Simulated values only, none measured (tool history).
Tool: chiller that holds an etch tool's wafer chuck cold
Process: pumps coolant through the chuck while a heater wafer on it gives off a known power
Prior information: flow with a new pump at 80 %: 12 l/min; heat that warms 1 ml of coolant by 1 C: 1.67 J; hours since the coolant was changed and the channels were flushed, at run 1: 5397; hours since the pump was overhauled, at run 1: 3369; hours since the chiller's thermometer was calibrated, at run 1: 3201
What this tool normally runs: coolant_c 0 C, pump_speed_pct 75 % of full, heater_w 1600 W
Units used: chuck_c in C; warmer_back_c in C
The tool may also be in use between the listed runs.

run,hour,coolant_c,pump_speed_pct,heater_w,hours since the coolant was changed and the channels were flushed,hours since the pump was overhauled,hours since the chiller's thermometer was calibrated,chuck_c,warmer_back_c
1,0.0,0,75,1600,5397,3369,3201,20.9,5.15
2,93.6,0,75,1600,5491,3462,3294,20.9,5.17
3,158.0,0,75,1600,5555,3527,3359,21.0,5.18
4,220.1,0,75,1600,5617,3589,3421,20.9,5.12
5,278.0,0,75,1600,5675,3647,3479,21.0,5.11
6,351.1,-8,64,1600,5748,3720,3552,15.4,6.07
7,409.4,0,86,1600,5807,3778,3610,19.1,4.43
8,474.2,-8,75,995,5871,3843,3675,5.1,3.21
9,558.7,-8,75,995,5956,3928,3759,5.0,3.20
# hour 593.5: chiller's thermometer calibrated
10,628.5,-10,80,1426,6025,3996,35,7.9,4.25

Hidden condition of the tool, last listed run before each entry between runs versus first listed run after:
Between runs 9 and 10: chiller's thermometer calibrated (hour 593.5)
  nothing in the hidden state changes from one run to the other

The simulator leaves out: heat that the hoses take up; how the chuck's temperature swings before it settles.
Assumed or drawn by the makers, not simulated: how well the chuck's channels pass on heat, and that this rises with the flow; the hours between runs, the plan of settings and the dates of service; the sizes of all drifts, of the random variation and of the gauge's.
